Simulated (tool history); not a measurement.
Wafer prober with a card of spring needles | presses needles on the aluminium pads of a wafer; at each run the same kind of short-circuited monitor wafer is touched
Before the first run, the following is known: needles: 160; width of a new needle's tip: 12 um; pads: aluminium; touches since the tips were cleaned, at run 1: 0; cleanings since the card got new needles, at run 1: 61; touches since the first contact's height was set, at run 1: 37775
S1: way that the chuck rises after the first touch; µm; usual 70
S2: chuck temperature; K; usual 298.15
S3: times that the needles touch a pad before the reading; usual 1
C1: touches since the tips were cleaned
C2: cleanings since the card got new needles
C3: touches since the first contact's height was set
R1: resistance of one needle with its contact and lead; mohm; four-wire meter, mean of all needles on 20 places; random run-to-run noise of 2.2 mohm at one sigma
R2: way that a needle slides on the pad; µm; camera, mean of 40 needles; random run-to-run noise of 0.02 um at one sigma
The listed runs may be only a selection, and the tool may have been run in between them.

run,hour,S1,S2,S3,C1,C2,C3,R1,R2
1,0.0,70,298.15,1,0,61,37775,242,16.28
2,20.1,70,298.15,1,4391,61,42166,272,16.24
# hour 22.0: tips cleaned on abrasive film
3,40.8,70,298.15,1,4116,62,46669,268,16.27
# hour 43.1: tips cleaned on abrasive film
# hour 65.9: tips cleaned on abrasive film
4,77.6,70,312.15,1,2571,64,54679,268,16.21
# hour 87.1: tips cleaned on abrasive film
# hour 107.9: tips cleaned on abrasive film
5,112.8,70,303.15,1,1070,66,62318,257,16.15
# hour 129.4: tips cleaned on abrasive film
# hour 151.1: tips cleaned on abrasive film
6,152.9,70,298.15,1,384,68,71044,247,16.09
# hour 156.5: height of the first contact set anew
# hour 173.5: tips cleaned on abrasive film
# hour 195.9: tips cleaned on abrasive film
7,195.9,70,298.15,1,0,70,8565,243,16.39
# hour 219.9: tips cleaned on abrasive film
8,236.2,70,298.15,2,3581,71,17372,251,16.39
# hour 242.5: tips cleaned on abrasive film
# hour 263.7: tips cleaned on abrasive film
9,276.5,70,298.15,2,2807,73,26134,256,16.38
# hour 284.6: tips cleaned on abrasive film
10,294.9,70,298.15,1,2260,74,30135,264,16.30
# hour 306.5: tips cleaned on abrasive film
# hour 329.5: tips cleaned on abrasive film
11,333.3,70,324.15,1,835,76,38482,258,16.28
# hour 351.5: tips cleaned on abrasive film
12,359.4,70,324.15,1,1732,77,44163,269,16.24
# hour 372.6: tips cleaned on abrasive film
13,391.1,70,324.15,1,4034,78,51064,278,16.21
# hour 394.6: tips cleaned on abrasive film
14,410.2,70,298.15,1,3415,79,55235,271,16.21
# hour 416.8: tips cleaned on abrasive film
15,431.7,70,298.15,1,3265,80,59915,267,16.18
# hour 440.3: tips cleaned on abrasive film
# hour 461.5: tips cleaned on abrasive film
16,461.5,70,298.15,1,0,82,66384,246,16.15
# hour 483.2: tips cleaned on abrasive film
# hour 483.5: height of the first contact set anew
17,492.1,73,298.15,1,1874,83,1874,258,17.18
# hour 504.6: tips cleaned on abrasive film
18,518.0,81,312.15,2,2927,84,7514,256,19.01
# hour 525.7: tips cleaned on abrasive film
19,545.2,81,312.15,2,4245,85,13433,258,19.03
# hour 548.0: tips cleaned on abrasive film
20,567.2,78,299.15,2,4190,86,18233,261,18.26
# hour 570.9: tips cleaned on abrasive film
# hour 594.0: tips cleaned on abrasive film
21,610.4,78,299.15,2,3578,88,27628,256,18.22
# hour 616.5: tips cleaned on abrasive film
# hour 637.5: tips cleaned on abrasive film
22,641.0,83,318.15,2,759,90,34274,251,19.36
# hour 659.2: tips cleaned on abrasive film
23,675.9,84,350.15,2,3635,91,41879,263,19.59
# hour 683.3: tips cleaned on abrasive film
# hour 704.5: tips cleaned on abrasive film
24,710.9,70,329.15,2,1398,93,49490,259,16.24
# hour 725.9: tips cleaned on abrasive film
25,745.7,78,307.15,1,4322,94,57073,270,18.12
# hour 749.4: tips cleaned on abrasive film
# hour 772.6: tips cleaned on abrasive film
26,784.2,67,323.15,2,2530,96,65446,264,15.45
# hour 794.4: tips cleaned on abrasive film
# hour 811.2: height of the first contact set anew
# hour 816.1: tips cleaned on abrasive film
27,821.3,70,304.15,2,1121,98,2170,253,16.40
# hour 837.9: tips cleaned on abrasive film
28,849.4,57,319.15,2,2535,99,8308,272,13.34
# hour 862.0: tips cleaned on abrasive film
29,869.9,50,310.15,2,1724,100,12764,270,11.67
# hour 883.1: tips cleaned on abrasive film
# hour 906.1: tips cleaned on abrasive film
30,907.8,70,312.15,1,381,102,21002,253,16.31
# hour 927.1: tips cleaned on abrasive film
# hour 948.4: tips cleaned on abrasive film
31,950.5,67,330.15,2,469,104,30298,258,15.57
# hour 969.3: tips cleaned on abrasive film
32,983.0,67,330.15,2,3000,105,37382,269,15.56

3 options for the next run, each taken on its own from the tool as it stands now. Forecast them:
# hour 991.6: tips cleaned on abrasive film
# hour 1014.2: tips cleaned on abrasive film
A,1018.9,56,392.15,1,1045,107,45188,?,?
# hour 991.6: tips cleaned on abrasive film
# hour 1014.2: tips cleaned on abrasive film
B,1018.9,67,337.15,2,1045,107,45188,?,?
# hour 991.6: tips cleaned on abrasive film
# hour 1014.2: tips cleaned on abrasive film
C,1018.9,60,347.15,1,1045,107,45188,?,?

run,R1,R2
A,291,12.91
B,266,15.51
C,275,13.90
The same runs, with their run-to-run variation unchanged, on a tool lacking any hidden condition would have given:
run,R1,R2
A,270,13.14
B,255,15.73
C,256,14.12

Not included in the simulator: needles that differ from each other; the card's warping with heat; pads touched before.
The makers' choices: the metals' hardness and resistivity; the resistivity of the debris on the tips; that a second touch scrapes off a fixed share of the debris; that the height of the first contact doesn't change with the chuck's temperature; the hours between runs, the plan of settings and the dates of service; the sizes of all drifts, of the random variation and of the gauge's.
